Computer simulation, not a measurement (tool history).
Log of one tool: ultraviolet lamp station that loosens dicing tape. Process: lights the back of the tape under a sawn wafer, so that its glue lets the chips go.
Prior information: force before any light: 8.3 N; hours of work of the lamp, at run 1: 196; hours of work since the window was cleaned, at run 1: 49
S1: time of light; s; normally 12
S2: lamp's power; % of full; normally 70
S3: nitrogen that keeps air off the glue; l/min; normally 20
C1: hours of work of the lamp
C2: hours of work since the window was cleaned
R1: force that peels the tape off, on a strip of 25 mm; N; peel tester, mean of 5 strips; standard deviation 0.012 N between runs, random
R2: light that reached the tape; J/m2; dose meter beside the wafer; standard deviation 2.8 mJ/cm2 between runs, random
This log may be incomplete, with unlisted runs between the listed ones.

run,hour,S1,S2,S3,C1,C2,R1,R2
1,0,12,70,20,196,49,0.634,3650
2,11.6,12,70,20,201,55,0.655,3610
3,25.5,12,70,20,208,61,0.643,3600
4,32.5,12,70,20,211,64,0.652,3640
5,48.5,10,70,20,218,71,0.933,3000
6,62.7,12,81,20,224,77,0.479,4130
7,78.3,12,85,20,231,84,0.451,4290
8,92.8,12,85,20,238,91,0.446,4290
9,106,12,88,20,243,97,0.408,4400
10,112.9,12,70,20,246,100,0.686,3520
11,128.8,12,70,12,253,107,1.007,3520
12,142.2,12,70,20,259,113,0.719,3530
13,151.8,7,70,20,264,117,1.854,2040
14,162.4,7,76,20,268,122,1.663,2150
15,171.8,8,76,15,273,126,1.569,2480
16,186.8,8,76,15,279,132,1.543,2470
17,195.8,21,63,27,283,136,0.232,5400
18,209.6,22,91,20,289,142,0.184,8050
19,220.6,22,91,20,294,147,0.173,7980
# hour 222.5: window cleaned of glue's vapour
20,233.2,22,91,20,300,5,0.178,7800
21,241.8,22,91,20,303,9,0.179,7770
22,254.6,22,91,20,309,14,0.168,7780
# hour 266.8: window cleaned of glue's vapour, once more
23,267.3,11,91,10,315,0,0.794,4370
24,282,12,91,10,321,7,0.68,4710
25,292.2,12,71,6,326,11,1.621,3650
26,299.5,12,74,20,329,15,0.589,3830

For each entry between runs, how does the tool's hidden state at the last listed run before it compare with that at the first listed run after it?
After run 19, before run 20: window cleaned of glue's vapour (hour 222.5)
  lamp's light, % of a new lamp's: 93.2 -> 93.1; light that the window lets through, % of a clean one's: 92.7 -> 90
  measured minus no-state result, R1: +0.009 -> +0.012 N; R2: -1260 -> -1510 J/m2
After run 22, before run 23: window cleaned of glue's vapour, once more (hour 266.8)
  lamp's light, % of a new lamp's: 92.9 -> 92.8; light that the window lets through, % of a clean one's: 89.6 -> 99.6
  measured minus no-state result, R1: +0.013 -> +0.118 N; R2: -1570 -> -360 J/m2
